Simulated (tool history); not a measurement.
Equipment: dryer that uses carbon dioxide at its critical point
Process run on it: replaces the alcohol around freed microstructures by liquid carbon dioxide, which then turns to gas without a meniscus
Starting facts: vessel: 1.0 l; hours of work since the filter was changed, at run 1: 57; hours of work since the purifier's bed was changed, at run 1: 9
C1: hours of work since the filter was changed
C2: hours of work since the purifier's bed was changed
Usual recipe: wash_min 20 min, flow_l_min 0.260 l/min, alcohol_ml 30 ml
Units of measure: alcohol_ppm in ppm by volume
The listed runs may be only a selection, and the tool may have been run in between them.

run 1 hour=0.0 | wash_min=20 flow_l_min=0.260 alcohol_ml=30 | C1=57 C2=9 | alcohol_ppm=253
run 2 hour=13.7 | wash_min=20 flow_l_min=0.260 alcohol_ml=30 | C1=67 C2=19 | alcohol_ppm=255
run 3 hour=22.0 | wash_min=20 flow_l_min=0.260 alcohol_ml=30 | C1=73 C2=25 | alcohol_ppm=255
run 4 hour=36.3 | wash_min=32 flow_l_min=0.260 alcohol_ml=30 | C1=83 C2=36 | alcohol_ppm=37
run 5 hour=46.6 | wash_min=14 flow_l_min=0.260 alcohol_ml=30 | C1=91 C2=43 | alcohol_ppm=1074
run 6 hour=54.2 | wash_min=20 flow_l_min=0.260 alcohol_ml=66 | C1=96 C2=49 | alcohol_ppm=582
run 7 hour=66.4 | wash_min=20 flow_l_min=0.260 alcohol_ml=66 | C1=105 C2=58 | alcohol_ppm=545
run 8 hour=82.1 | wash_min=20 flow_l_min=0.260 alcohol_ml=66 | C1=117 C2=69 | alcohol_ppm=584
run 9 hour=89.4 | wash_min=18 flow_l_min=0.260 alcohol_ml=66 | C1=122 C2=75 | alcohol_ppm=946
run 10 hour=99.3 | wash_min=18 flow_l_min=0.260 alcohol_ml=66 | C1=129 C2=82 | alcohol_ppm=950
run 11 hour=110.7 | wash_min=21 flow_l_min=0.260 alcohol_ml=30 | C1=138 C2=90 | alcohol_ppm=234
run 12 hour=121.4 | wash_min=21 flow_l_min=0.260 alcohol_ml=30 | C1=145 C2=98 | alcohol_ppm=237
run 13 hour=133.0 | wash_min=21 flow_l_min=0.260 alcohol_ml=30 | C1=154 C2=106 | alcohol_ppm=256
run 14 hour=141.1 | wash_min=21 flow_l_min=0.260 alcohol_ml=30 | C1=160 C2=112 | alcohol_ppm=252
run 15 hour=152.7 | wash_min=21 flow_l_min=0.260 alcohol_ml=30 | C1=168 C2=121 | alcohol_ppm=252
run 16 hour=159.2 | wash_min=20 flow_l_min=0.260 alcohol_ml=30 | C1=173 C2=126 | alcohol_ppm=326
run 17 hour=167.8 | wash_min=20 flow_l_min=0.169 alcohol_ml=30 | C1=179 C2=132 | alcohol_ppm=1501
run 18 hour=183.5 | wash_min=29 flow_l_min=0.406 alcohol_ml=27 | C1=191 C2=143 | alcohol_ppm=45
run 19 hour=197.6 | wash_min=29 flow_l_min=0.406 alcohol_ml=27 | C1=201 C2=154 | alcohol_ppm=38
run 20 hour=212.3 | wash_min=20 flow_l_min=0.339 alcohol_ml=62 | C1=212 C2=164 | alcohol_ppm=197
run 21 hour=221.1 | wash_min=20 flow_l_min=0.339 alcohol_ml=62 | C1=218 C2=171 | alcohol_ppm=203
run 22 hour=228.0 | wash_min=20 flow_l_min=0.394 alcohol_ml=48 | C1=223 C2=176 | alcohol_ppm=103
run 23 hour=234.8 | wash_min=12 flow_l_min=0.260 alcohol_ml=99 | C1=228 C2=181 | alcohol_ppm=6118
run 24 hour=250.5 | wash_min=20 flow_l_min=0.260 alcohol_ml=48 | C1=240 C2=192 | alcohol_ppm=506
run 25 hour=262.9 | wash_min=20 flow_l_min=0.260 alcohol_ml=48 | C1=249 C2=201 | alcohol_ppm=537
run 26 hour=273.0 | wash_min=20 flow_l_min=0.220 alcohol_ml=48 | C1=256 C2=209 | alcohol_ppm=1036
run 27 hour=280.5 | wash_min=23 flow_l_min=0.419 alcohol_ml=113 | C1=261 C2=214 | alcohol_ppm=74
run 28 hour=290.6 | wash_min=18 flow_l_min=0.177 alcohol_ml=63 | C1=269 C2=222 | alcohol_ppm=3906
run 29 hour=304.4 | wash_min=19 flow_l_min=0.331 alcohol_ml=39 | C1=279 C2=232 | alcohol_ppm=207
run 30 hour=319.2 | wash_min=20 flow_l_min=0.204 alcohol_ml=30 | C1=290 C2=242 | alcohol_ppm=901
run 31 hour=327.9 | wash_min=18 flow_l_min=0.204 alcohol_ml=68 | C1=296 C2=249 | alcohol_ppm=2872
run 32 hour=343.2 | wash_min=18 flow_l_min=0.204 alcohol_ml=68 | C1=307 C2=260 | alcohol_ppm=2935
run 33 hour=354.4 | wash_min=18 flow_l_min=0.204 alcohol_ml=68 | C1=315 C2=268 | alcohol_ppm=2898
run 34 hour=363.2 | wash_min=18 flow_l_min=0.204 alcohol_ml=68 | C1=322 C2=275 | alcohol_ppm=2978

Forecast each of these 4 alternatives for the next run:
run A hour=377.2 | wash_min=21 flow_l_min=0.169 alcohol_ml=68 | C1=332 C2=285 | alcohol_ppm=?
run B hour=377.2 | wash_min=18 flow_l_min=0.204 alcohol_ml=72 | C1=332 C2=285 | alcohol_ppm=?
run C hour=377.2 | wash_min=26 flow_l_min=0.359 alcohol_ml=71 | C1=332 C2=285 | alcohol_ppm=?
run D hour=377.2 | wash_min=16 flow_l_min=0.260 alcohol_ml=92 | C1=332 C2=285 | alcohol_ppm=?

run=A alcohol_ppm=3339
run=B alcohol_ppm=3090
run=C alcohol_ppm=99
run=D alcohol_ppm=2610
Without the tool's hidden state the same runs would have given:
run=A alcohol_ppm=2474
run=B alcohol_ppm=2264
run=C alcohol_ppm=12
run=D alcohol_ppm=1827
